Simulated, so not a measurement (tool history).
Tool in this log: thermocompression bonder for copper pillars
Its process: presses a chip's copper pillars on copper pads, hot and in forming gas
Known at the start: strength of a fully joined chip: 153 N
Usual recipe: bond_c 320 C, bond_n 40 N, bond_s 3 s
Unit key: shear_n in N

| run | hour | bond_c | bond_n | bond_s | shear_n |
|---|---|---|---|---|---|
| 1 | 0.0 | 320 | 40 | 3 | 83.2 |
|  | 40.8 | force cell calibrated |
| 2 | 45.9 | 320 | 40 | 3 | 85.0 |
| 3 | 130.4 | 320 | 40 | 3 | 83.5 |
| 4 | 175.3 | 320 | 40 | 3 | 83.9 |
|  | 221.4 | forming gas filter changed |
| 5 | 263.9 | 320 | 40 | 3 | 90.1 |
| 6 | 306.9 | 318 | 40 | 3 | 86.9 |
| 7 | 379.5 | 318 | 40 | 3 | 87.9 |
| 8 | 459.6 | 320 | 40 | 3 | 88.1 |
| 9 | 523.7 | 342 | 40 | 3 | 104.6 |
| 10 | 572.8 | 342 | 40 | 3 | 102.8 |
| 11 | 656.9 | 342 | 40 | 3 | 101.3 |
| 12 | 712.9 | 320 | 40 | 3 | 85.3 |
| 13 | 765.6 | 320 | 33 | 4 | 86.8 |
| 14 | 830.1 | 319 | 35 | 3 | 79.5 |
|  | 884.4 | forming gas filter changed |
| 15 | 920.5 | 319 | 35 | 3 | 86.7 |
|  | 926.8 | heater calibrated with a thermocouple chip |
| 16 | 992.0 | 319 | 35 | 3 | 87.1 |
| 17 | 1061.6 | 319 | 35 | 2 | 76.3 |
|  | 1076.6 | heater calibrated with a thermocouple chip, once more |
|  | 1104.0 | force cell calibrated |
| 18 | 1132.6 | 326 | 40 | 3 | 88.0 |
| 19 | 1196.3 | 296 | 42 | 6 | 85.9 |
| 20 | 1274.1 | 296 | 54 | 6 | 94.5 |
| 21 | 1334.5 | 296 | 54 | 6 | 91.3 |
| 22 | 1412.9 | 315 | 40 | 3 | 78.4 |
| 23 | 1489.4 | 303 | 37 | 4 | 73.3 |
|  | 1558.0 | forming gas filter changed |
| 24 | 1558.0 | 311 | 36 | 4 | 84.3 |

Pick out some run-to-run changes in shear_n. Of each, how much would a tool without hidden state show as well, from the settings, what came in and chance, and how much is left for the hidden state and any gauge scatter not in both results compared?
Hidden conditions of the tool in this case: true temperature of the bond over the reading, C; force that reaches the chip, % of what is set; oxide that the forming gas leaves, % of the face; drift of the gauge itself on shear_n, %.
Run 4 -> 5: forming gas filter changed. shear_n +6.2 N: hidden state +6.7, all else -0.5.
Run 8 -> 9: bond_c 320 -> 342. shear_n +16.5 N: hidden state -1.6, all else +18.1.
Run 11 -> 12: bond_c 342 -> 320. shear_n -16.0 N: hidden state +0.6, all else -16.6.
Run 17 -> 18: bond_c 319 -> 326, bond_n 35 -> 40, bond_s 2 -> 3, heater calibrated with a thermocouple chip, once more, force cell calibrated. shear_n +11.7 N: hidden state -8.4, all else +20.1.
